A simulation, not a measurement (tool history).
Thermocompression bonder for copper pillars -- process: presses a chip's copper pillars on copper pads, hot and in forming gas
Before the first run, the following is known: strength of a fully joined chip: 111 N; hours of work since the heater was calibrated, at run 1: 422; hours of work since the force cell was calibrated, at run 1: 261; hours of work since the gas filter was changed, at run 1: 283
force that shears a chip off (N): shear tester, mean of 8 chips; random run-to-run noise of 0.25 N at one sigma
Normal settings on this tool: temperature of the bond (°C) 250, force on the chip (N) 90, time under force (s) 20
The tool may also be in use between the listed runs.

run,hour,temperature of the bond (°C),force on the chip (N),time under force (s),hours of work since the heater was calibrated,hours of work since the force cell was calibrated,hours of work since the gas filter was changed,force that shears a chip off (N)
1,0.0,250,90,20,422,261,283,58.2
2,18.7,245,90,20,430,269,291,55.6
3,39.1,254,90,20,439,277,299,60.2
4,55.1,250,90,18,446,284,306,56.0
5,92.3,250,90,20,462,300,322,58.0
6,118.9,250,90,20,473,311,333,57.9
7,139.2,250,90,20,482,320,342,57.6
# hour 142.5: forming gas filter changed
8,169.9,250,112,20,495,333,12,66.8
9,193.4,250,112,20,505,343,22,66.9
10,219.7,250,112,20,516,354,33,67.0
11,245.9,250,112,20,527,365,44,67.0
12,282.9,250,112,20,543,381,60,66.5
13,310.1,250,55,20,554,393,71,39.1
# hour 319.9: heater calibrated with a thermocouple chip
14,349.3,250,113,20,13,408,87,66.6
15,368.8,250,113,20,21,417,96,66.5
16,403.2,250,113,20,36,431,110,66.7
17,439.4,250,113,20,51,447,126,66.3
# hour 452.3: gauge calibrated
18,467.5,250,90,32,63,459,138,67.8
19,490.3,250,90,32,73,469,148,67.9
20,508.4,254,90,32,80,476,155,69.8
21,531.5,254,90,32,90,486,165,69.5
22,556.6,254,109,32,101,497,176,77.6
23,575.4,254,109,32,109,505,184,77.3
24,610.9,243,90,20,124,520,199,54.0
25,644.4,272,90,24,138,534,213,72.2
26,670.7,243,90,22,150,546,224,55.6
27,697.8,243,90,22,161,557,236,56.0
28,716.9,250,80,22,169,565,244,54.5
29,749.7,225,90,31,183,579,258,52.6
30,767.5,225,90,31,191,587,266,52.8
31,798.1,242,88,11,204,600,279,41.9
32,819.8,232,110,20,213,609,288,55.7
33,841.6,242,123,20,223,618,297,65.5
34,878.5,266,57,43,238,634,313,60.6
35,905.1,266,57,10,250,646,324,35.5
36,938.7,260,64,12,264,660,339,39.8
# hour 948.2: forming gas filter changed
37,966.4,260,64,12,276,671,8,40.0
38,982.3,260,64,12,282,678,15,39.6
39,1013.7,260,67,13,296,692,28,42.8
40,1044.3,260,67,11,309,705,41,40.0

What differs in the tool's unlogged condition from the final listed run ahead of each entry between runs to the first listed run following it?
Logged between run 7 and run 8: forming gas filter changed (hour 142.5)
  oxide that the forming gas leaves, % of the face: 1.02 -> 0.52; drift of the gauge itself on shear_n, %: -0.87 -> -1.06
  measured result minus the result with no hidden state, force that shears a chip off (N): -0.9 -> -0.7
Logged between run 13 and run 14: heater calibrated with a thermocouple chip (hour 319.9)
  true temperature of the bond over the reading, C: -0.2 -> 0; oxide that the forming gas leaves, % of the face: 0.62 -> 0.64; drift of the gauge itself on shear_n, %: -1.94 -> -2.17
  measured result minus the result with no hidden state, force that shears a chip off (N): -0.8 -> -1.4
Logged between run 17 and run 18: gauge calibrated (hour 452.3)
  force that reaches the chip, % of what is set: 100.3 -> 100.4; oxide that the forming gas leaves, % of the face: 0.71 -> 0.73; drift of the gauge itself on shear_n, %: -2.73 -> -0.09
  measured result minus the result with no hidden state, force that shears a chip off (N): -1.9 -> -0.1
Logged between run 36 and run 37: forming gas filter changed (hour 948.2)
  oxide that the forming gas leaves, % of the face: 1.05 -> 0.52; drift of the gauge itself on shear_n, %: -3.04 -> -3.21
  measured result minus the result with no hidden state, force that shears a chip off (N): -1.3 -> -1.2
